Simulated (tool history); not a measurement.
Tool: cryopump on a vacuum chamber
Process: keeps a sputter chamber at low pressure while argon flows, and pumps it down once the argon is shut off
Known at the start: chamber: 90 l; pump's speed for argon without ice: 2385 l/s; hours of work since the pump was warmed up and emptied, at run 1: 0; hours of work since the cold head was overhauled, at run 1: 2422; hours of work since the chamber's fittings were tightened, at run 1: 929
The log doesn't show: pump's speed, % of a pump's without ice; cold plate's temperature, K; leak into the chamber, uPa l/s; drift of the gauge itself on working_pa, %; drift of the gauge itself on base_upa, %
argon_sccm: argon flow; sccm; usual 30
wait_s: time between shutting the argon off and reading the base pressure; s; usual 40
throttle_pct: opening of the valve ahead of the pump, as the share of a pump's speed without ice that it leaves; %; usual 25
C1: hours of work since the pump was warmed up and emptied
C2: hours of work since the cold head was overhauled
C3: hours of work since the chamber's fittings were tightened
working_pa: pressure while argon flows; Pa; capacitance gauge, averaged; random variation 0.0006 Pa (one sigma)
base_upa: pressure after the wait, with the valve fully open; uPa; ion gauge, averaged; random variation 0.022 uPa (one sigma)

{"run": 1, "hour": 0.0, "argon_sccm": 30, "wait_s": 40, "throttle_pct": 25, "C1": 0, "C2": 2422, "C3": 929, "working_pa": 0.0851, "base_upa": 1.28}
{"run": 2, "hour": 69.7, "argon_sccm": 30, "wait_s": 40, "throttle_pct": 25, "C1": 33, "C2": 2455, "C3": 962, "working_pa": 0.0861, "base_upa": 1.25}
{"run": 3, "hour": 124.1, "argon_sccm": 30, "wait_s": 40, "throttle_pct": 25, "C1": 60, "C2": 2481, "C3": 988, "working_pa": 0.0866, "base_upa": 1.28}
{"run": 4, "hour": 222.2, "argon_sccm": 25, "wait_s": 40, "throttle_pct": 25, "C1": 107, "C2": 2528, "C3": 1035, "working_pa": 0.0726, "base_upa": 1.41}
{"run": 5, "hour": 310.0, "argon_sccm": 25, "wait_s": 40, "throttle_pct": 46, "C1": 149, "C2": 2571, "C3": 1078, "working_pa": 0.0414, "base_upa": 1.51}
{"run": 6, "hour": 369.1, "argon_sccm": 25, "wait_s": 40, "throttle_pct": 46, "C1": 177, "C2": 2599, "C3": 1106, "working_pa": 0.041, "base_upa": 1.53}
{"run": 7, "hour": 497.1, "argon_sccm": 25, "wait_s": 40, "throttle_pct": 46, "C1": 239, "C2": 2660, "C3": 1167, "working_pa": 0.0422, "base_upa": 1.56}
{"run": 8, "hour": 609.7, "argon_sccm": 30, "wait_s": 40, "throttle_pct": 25, "C1": 293, "C2": 2714, "C3": 1222, "working_pa": 0.0909, "base_upa": 1.68}
{"hour": 655.3, "done": "pump warmed up, emptied and cooled again"}
{"run": 9, "hour": 698.2, "argon_sccm": 30, "wait_s": 40, "throttle_pct": 25, "C1": 21, "C2": 2755, "C3": 1262, "working_pa": 0.0852, "base_upa": 1.53}
{"run": 10, "hour": 806.2, "argon_sccm": 30, "wait_s": 40, "throttle_pct": 25, "C1": 72, "C2": 2806, "C3": 1314, "working_pa": 0.0851, "base_upa": 1.57}
{"run": 11, "hour": 928.3, "argon_sccm": 14, "wait_s": 40, "throttle_pct": 25, "C1": 131, "C2": 2865, "C3": 1372, "working_pa": 0.041, "base_upa": 1.7}
{"run": 12, "hour": 1010.0, "argon_sccm": 14, "wait_s": 40, "throttle_pct": 25, "C1": 170, "C2": 2904, "C3": 1411, "working_pa": 0.0411, "base_upa": 1.75}
{"run": 13, "hour": 1093.0, "argon_sccm": 14, "wait_s": 40, "throttle_pct": 25, "C1": 210, "C2": 2944, "C3": 1451, "working_pa": 0.0413, "base_upa": 1.87}
{"run": 14, "hour": 1197.5, "argon_sccm": 14, "wait_s": 40, "throttle_pct": 25, "C1": 260, "C2": 2994, "C3": 1501, "working_pa": 0.0426, "base_upa": 1.9}
{"run": 15, "hour": 1279.1, "argon_sccm": 14, "wait_s": 40, "throttle_pct": 25, "C1": 300, "C2": 3034, "C3": 1541, "working_pa": 0.043, "base_upa": 2.02}
{"hour": 1311.4, "done": "pump warmed up, emptied and cooled again"}
{"run": 16, "hour": 1377.4, "argon_sccm": 14, "wait_s": 40, "throttle_pct": 25, "C1": 32, "C2": 3078, "C3": 1585, "working_pa": 0.0412, "base_upa": 1.76}
{"run": 17, "hour": 1502.8, "argon_sccm": 30, "wait_s": 40, "throttle_pct": 25, "C1": 92, "C2": 3139, "C3": 1646, "working_pa": 0.0888, "base_upa": 1.81}
{"run": 18, "hour": 1574.7, "argon_sccm": 36, "wait_s": 61, "throttle_pct": 16, "C1": 126, "C2": 3173, "C3": 1680, "working_pa": 0.1635, "base_upa": 1.71}
{"run": 19, "hour": 1677.7, "argon_sccm": 36, "wait_s": 61, "throttle_pct": 16, "C1": 176, "C2": 3223, "C3": 1730, "working_pa": 0.1638, "base_upa": 1.85}
{"run": 20, "hour": 1761.6, "argon_sccm": 23, "wait_s": 77, "throttle_pct": 37, "C1": 216, "C2": 3263, "C3": 1770, "working_pa": 0.0475, "base_upa": 1.79}
{"run": 21, "hour": 1880.1, "argon_sccm": 30, "wait_s": 40, "throttle_pct": 53, "C1": 273, "C2": 3320, "C3": 1827, "working_pa": 0.0461, "base_upa": 2.16}
{"hour": 1967.9, "done": "pump warmed up, emptied and cooled again"}
{"run": 22, "hour": 1969.2, "argon_sccm": 26, "wait_s": 40, "throttle_pct": 25, "C1": 1, "C2": 3360, "C3": 1867, "working_pa": 0.0743, "base_upa": 1.97}
{"run": 23, "hour": 2039.8, "argon_sccm": 26, "wait_s": 40, "throttle_pct": 25, "C1": 35, "C2": 3394, "C3": 1901, "working_pa": 0.0752, "base_upa": 2.0}
{"run": 24, "hour": 2163.8, "argon_sccm": 15, "wait_s": 275, "throttle_pct": 25, "C1": 94, "C2": 3454, "C3": 1961, "working_pa": 0.0439, "base_upa": 1.64}
{"run": 25, "hour": 2222.0, "argon_sccm": 15, "wait_s": 275, "throttle_pct": 25, "C1": 122, "C2": 3482, "C3": 1989, "working_pa": 0.0442, "base_upa": 1.66}
{"run": 26, "hour": 2322.5, "argon_sccm": 30, "wait_s": 40, "throttle_pct": 42, "C1": 170, "C2": 3530, "C3": 2037, "working_pa": 0.0538, "base_upa": 2.22}
{"run": 27, "hour": 2449.0, "argon_sccm": 30, "wait_s": 40, "throttle_pct": 42, "C1": 231, "C2": 3590, "C3": 2098, "working_pa": 0.0553, "base_upa": 2.29}
{"run": 28, "hour": 2565.6, "argon_sccm": 30, "wait_s": 40, "throttle_pct": 42, "C1": 287, "C2": 3646, "C3": 2154, "working_pa": 0.0563, "base_upa": 2.5}
{"hour": 2586.9, "done": "leaking fittings of the chamber tightened, without venting"}
{"hour": 2623.7, "done": "pump warmed up, emptied and cooled again"}
{"run": 29, "hour": 2678.9, "argon_sccm": 30, "wait_s": 166, "throttle_pct": 42, "C1": 27, "C2": 3698, "C3": 42, "working_pa": 0.0523, "base_upa": 0.29}
{"run": 30, "hour": 2787.6, "argon_sccm": 30, "wait_s": 108, "throttle_pct": 44, "C1": 79, "C2": 3750, "C3": 94, "working_pa": 0.0506, "base_upa": 0.36}
{"run": 31, "hour": 2844.5, "argon_sccm": 38, "wait_s": 153, "throttle_pct": 25, "C1": 106, "C2": 3777, "C3": 121, "working_pa": 0.1112, "base_upa": 0.37}
{"run": 32, "hour": 2931.7, "argon_sccm": 38, "wait_s": 21, "throttle_pct": 25, "C1": 148, "C2": 3819, "C3": 163, "working_pa": 0.1135, "base_upa": 1.25}
{"run": 33, "hour": 3054.2, "argon_sccm": 17, "wait_s": 247, "throttle_pct": 25, "C1": 207, "C2": 3878, "C3": 222, "working_pa": 0.0509, "base_upa": 0.43}

5 ways to go on from here, each from the tool as it stands after run 33. What would each give?
{"run": "A", "hour": 3139.1, "argon_sccm": 33, "wait_s": 60, "throttle_pct": 22, "C1": 248, "C2": 3919, "C3": 263, "working_pa": "?", "base_upa": "?"}
{"run": "B", "hour": 3139.1, "argon_sccm": 17, "wait_s": 119, "throttle_pct": 21, "C1": 248, "C2": 3919, "C3": 263, "working_pa": "?", "base_upa": "?"}
{"run": "C", "hour": 3139.1, "argon_sccm": 21, "wait_s": 40, "throttle_pct": 25, "C1": 248, "C2": 3919, "C3": 263, "working_pa": "?", "base_upa": "?"}
{"run": "D", "hour": 3139.1, "argon_sccm": 40, "wait_s": 130, "throttle_pct": 17, "C1": 248, "C2": 3919, "C3": 263, "working_pa": "?", "base_upa": "?"}
{"run": "E", "hour": 3139.1, "argon_sccm": 30, "wait_s": 40, "throttle_pct": 48, "C1": 248, "C2": 3919, "C3": 263, "working_pa": "?", "base_upa": "?"}

run=A working_pa=0.1122 base_upa=0.72
run=B working_pa=0.0608 base_upa=0.60
run=C working_pa=0.0635 base_upa=0.87
run=D working_pa=0.1731 base_upa=0.53
run=E working_pa=0.0501 base_upa=0.87
Without the tool's hidden state the same runs would have given:
run=A working_pa=0.1060 base_upa=0.46
run=B working_pa=0.0577 base_upa=0.33
run=C working_pa=0.0596 base_upa=0.60
run=D working_pa=0.1658 base_upa=0.27
run=E working_pa=0.0446 base_upa=0.61
